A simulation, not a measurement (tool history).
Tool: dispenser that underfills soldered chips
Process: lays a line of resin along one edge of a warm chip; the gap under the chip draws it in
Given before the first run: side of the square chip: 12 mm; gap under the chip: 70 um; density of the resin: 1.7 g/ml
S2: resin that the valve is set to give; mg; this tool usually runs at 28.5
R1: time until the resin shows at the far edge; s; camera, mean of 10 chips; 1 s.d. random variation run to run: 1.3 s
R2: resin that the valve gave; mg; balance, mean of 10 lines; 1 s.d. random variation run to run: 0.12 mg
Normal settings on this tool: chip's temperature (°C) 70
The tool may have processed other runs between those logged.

run 1 day=0.000 | chip's_temperature_(°C)=70 S2=28.5 | R1=152.3 R2=27.16
run 2 day=0.338 | chip's_temperature_(°C)=70 S2=28.5 | R1=257.3 R2=27.15
-- day=0.388 new syringe of resin
-- day=0.871 new syringe of resin
run 3 day=0.904 | chip's_temperature_(°C)=70 S2=28.5 | R1=133.5 R2=27.02
-- day=1.350 new syringe of resin
run 4 day=1.350 | chip's_temperature_(°C)=70 S2=30.6 | R1=128.0 R2=28.70
-- day=1.804 dispensing valve cleaned and set on the balance
-- day=1.871 new syringe of resin
run 5 day=2.058 | chip's_temperature_(°C)=70 S2=30.6 | R1=167.7 R2=30.62
-- day=2.375 new syringe of resin
run 6 day=2.621 | chip's_temperature_(°C)=58 S2=28.5 | R1=323.6 R2=28.23
-- day=2.888 new syringe of resin
run 7 day=3.204 | chip's_temperature_(°C)=70 S2=28.5 | R1=211.0 R2=27.92
-- day=3.375 new syringe of resin
run 8 day=3.717 | chip's_temperature_(°C)=70 S2=28.5 | R1=224.8 R2=27.64
-- day=3.888 new syringe of resin
run 9 day=4.254 | chip's_temperature_(°C)=61 S2=28.5 | R1=344.3 R2=27.37
-- day=4.354 new syringe of resin
run 10 day=4.662 | chip's_temperature_(°C)=69 S2=24.5 | R1=227.6 R2=23.63
-- day=4.825 new syringe of resin
run 11 day=5.062 | chip's_temperature_(°C)=69 S2=24.5 | R1=205.7 R2=23.28
-- day=5.304 new syringe of resin
run 12 day=5.650 | chip's_temperature_(°C)=69 S2=24.5 | R1=240.4 R2=22.92
-- day=5.808 new syringe of resin
-- day=6.288 new syringe of resin
run 13 day=6.288 | chip's_temperature_(°C)=82 S2=28.6 | R1=78.9 R2=26.77
run 14 day=6.654 | chip's_temperature_(°C)=84 S2=26.2 | R1=130.4 R2=24.25
-- day=6.758 new syringe of resin
-- day=6.842 dispensing valve cleaned and set on the balance
run 15 day=7.104 | chip's_temperature_(°C)=63 S2=28.5 | R1=287.7 R2=28.55
-- day=7.292 new syringe of resin
run 16 day=7.496 | chip's_temperature_(°C)=59 S2=36.9 | R1=296.5 R2=36.51

For some of the steps in R1 from one run to the next: how much would appear even if the tool had no hidden state, given the settings, what came in and random variation, and how much remains for the hidden state plus any gauge scatter that the measured result and the result without hidden state don't share?
Hidden state present: resin's viscosity, % of fresh resin's; dose that the valve gives, % of what is set; true chip temperature over the reading, C; drift of the gauge itself on fill_s, %; drift of the gauge itself on given_mg, %.
Run 2 -> 3: new syringe of resin, new syringe of resin. R1 -123.8 s: hidden state -122.6, all else -1.2.
Run 12 -> 13: chip's temperature (°C) 69 -> 82, S2 24.5 -> 28.6, new syringe of resin, new syringe of resin. R1 -161.5 s: hidden state -102.8, all else -58.7.

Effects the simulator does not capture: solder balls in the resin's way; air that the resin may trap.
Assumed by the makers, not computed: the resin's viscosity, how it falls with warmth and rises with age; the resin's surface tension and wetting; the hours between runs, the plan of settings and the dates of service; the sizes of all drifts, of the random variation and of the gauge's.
